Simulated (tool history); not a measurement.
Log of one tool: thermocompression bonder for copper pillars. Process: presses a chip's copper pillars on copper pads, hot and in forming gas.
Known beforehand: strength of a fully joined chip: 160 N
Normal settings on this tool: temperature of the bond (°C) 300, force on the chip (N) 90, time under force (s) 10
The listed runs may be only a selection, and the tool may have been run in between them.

run   hour  temperature of the bond (°C)  force on the chip (N)  time under force (s)  force that shears a chip off (N)
  1    0.0                           300                     90                    10                              93.1
  2   67.3                           300                    106                    10                              99.9
     126.1  -- forming gas filter changed
  3  131.3                           300                     90                    25                             125.3
  4  178.3                           300                     90                    25                             122.5
  5  212.6                           300                     90                    25                             123.0
  6  251.3                           300                     90                    25                             118.3
  7  281.0                           300                     90                    25                             118.0
  8  346.1                           300                     90                    25                             117.5
     387.0  -- forming gas filter changed
  9  413.9                           300                     90                    25                             124.9
     452.7  -- heater calibrated with a thermocouple chip
 10  479.8                           300                     90                    25                             115.1
 11  538.3                           273                     99                    13                              81.0
 12  588.5                           273                     99                    13                              80.1
 13  646.9                           285                     91                    13                              79.7
     651.8  -- forming gas filter changed
 14  717.9                           300                     66                     7                              61.3
 15  758.7                           301                     66                     7                              61.3
 16  792.5                           301                     66                     7                              60.0
 17  838.9                           300                     90                    23                             109.9

Results per run with the tool's hidden condition removed, run-to-run variation unchanged:
Hidden state at play: true temperature of the bond over the reading, C; force that reaches the chip, % of what is set; oxide that the forming gas leaves, % of the face; drift of the gauge itself on shear_n, %.
run  force that shears a chip off (N)
  1                              93.5
  2                             103.1
  3                             120.7
  4                             119.6
  5                             121.4
  6                             118.2
  7                             118.9
  8                             121.1
  9                             119.9
 10                             121.0
 11                              87.2
 12                              87.5
 13                              88.6
 14                              63.5
 15                              64.3
 16                              63.4
 17                             117.5

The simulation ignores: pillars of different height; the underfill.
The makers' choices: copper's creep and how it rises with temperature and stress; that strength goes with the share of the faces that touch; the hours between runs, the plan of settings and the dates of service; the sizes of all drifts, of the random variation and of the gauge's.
